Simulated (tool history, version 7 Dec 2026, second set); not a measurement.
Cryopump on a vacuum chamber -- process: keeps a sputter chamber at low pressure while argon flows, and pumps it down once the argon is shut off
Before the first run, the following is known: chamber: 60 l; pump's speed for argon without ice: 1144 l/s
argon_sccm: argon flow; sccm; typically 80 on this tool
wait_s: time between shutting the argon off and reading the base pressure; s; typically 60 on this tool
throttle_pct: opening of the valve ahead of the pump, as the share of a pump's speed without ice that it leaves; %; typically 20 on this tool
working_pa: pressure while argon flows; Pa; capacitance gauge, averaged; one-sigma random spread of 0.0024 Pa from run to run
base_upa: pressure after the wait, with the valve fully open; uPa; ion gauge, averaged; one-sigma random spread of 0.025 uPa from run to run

run 1 hour=0.0 | argon_sccm=80 wait_s=60 throttle_pct=20 | working_pa=0.6045 base_upa=3.80
run 2 hour=36.0 | argon_sccm=80 wait_s=60 throttle_pct=20 | working_pa=0.6041 base_upa=3.77
run 3 hour=66.6 | argon_sccm=80 wait_s=60 throttle_pct=20 | working_pa=0.6046 base_upa=3.85
run 4 hour=104.9 | argon_sccm=80 wait_s=60 throttle_pct=20 | working_pa=0.6068 base_upa=3.90
run 5 hour=143.9 | argon_sccm=80 wait_s=60 throttle_pct=20 | working_pa=0.6096 base_upa=3.99
run 6 hour=170.8 | argon_sccm=80 wait_s=60 throttle_pct=20 | working_pa=0.6126 base_upa=4.10
run 7 hour=219.5 | argon_sccm=80 wait_s=60 throttle_pct=20 | working_pa=0.6130 base_upa=4.03
run 8 hour=260.6 | argon_sccm=80 wait_s=60 throttle_pct=28 | working_pa=0.4423 base_upa=4.04
run 9 hour=298.3 | argon_sccm=80 wait_s=123 throttle_pct=20 | working_pa=0.6113 base_upa=3.82
run 10 hour=335.1 | argon_sccm=80 wait_s=123 throttle_pct=20 | working_pa=0.6151 base_upa=3.92
run 11 hour=356.8 | argon_sccm=80 wait_s=40 throttle_pct=20 | working_pa=0.6115 base_upa=4.62
run 12 hour=394.8 | argon_sccm=80 wait_s=40 throttle_pct=36 | working_pa=0.3521 base_upa=4.76
run 13 hour=437.4 | argon_sccm=55 wait_s=21 throttle_pct=40 | working_pa=0.2199 base_upa=5.82
run 14 hour=458.6 | argon_sccm=55 wait_s=59 throttle_pct=15 | working_pa=0.5612 base_upa=4.29
run 15 hour=505.5 | argon_sccm=39 wait_s=60 throttle_pct=16 | working_pa=0.3725 base_upa=4.48
-- hour=547.4 leaking fittings of the chamber tightened, without venting
run 16 hour=548.8 | argon_sccm=39 wait_s=60 throttle_pct=16 | working_pa=0.3726 base_upa=1.12
run 17 hour=579.5 | argon_sccm=80 wait_s=153 throttle_pct=35 | working_pa=0.3657 base_upa=0.68
run 18 hour=621.6 | argon_sccm=80 wait_s=104 throttle_pct=35 | working_pa=0.3645 base_upa=0.87
run 19 hour=657.4 | argon_sccm=80 wait_s=36 throttle_pct=17 | working_pa=0.7282 base_upa=1.79

3 ways to go on from here, each from the tool as it stands after run 19. What would each give?
-- hour=706.7 pump warmed up, emptied and cooled again
run A hour=706.7 | argon_sccm=56 wait_s=147 throttle_pct=21 | working_pa=? base_upa=?
-- hour=706.7 pump warmed up, emptied and cooled again
run B hour=706.7 | argon_sccm=90 wait_s=47 throttle_pct=20 | working_pa=? base_upa=?
-- hour=706.7 pump warmed up, emptied and cooled again
run C hour=706.7 | argon_sccm=156 wait_s=240 throttle_pct=50 | working_pa=? base_upa=?

run=A working_pa=0.3949 base_upa=0.71
run=B working_pa=0.6638 base_upa=1.40
run=C working_pa=0.4641 base_upa=0.66
Stripped of hidden state, with their random variation kept, the same runs would have yielded:
run=A working_pa=0.3941 base_upa=0.54
run=B working_pa=0.6625 base_upa=1.22
run=C working_pa=0.4619 base_upa=0.48

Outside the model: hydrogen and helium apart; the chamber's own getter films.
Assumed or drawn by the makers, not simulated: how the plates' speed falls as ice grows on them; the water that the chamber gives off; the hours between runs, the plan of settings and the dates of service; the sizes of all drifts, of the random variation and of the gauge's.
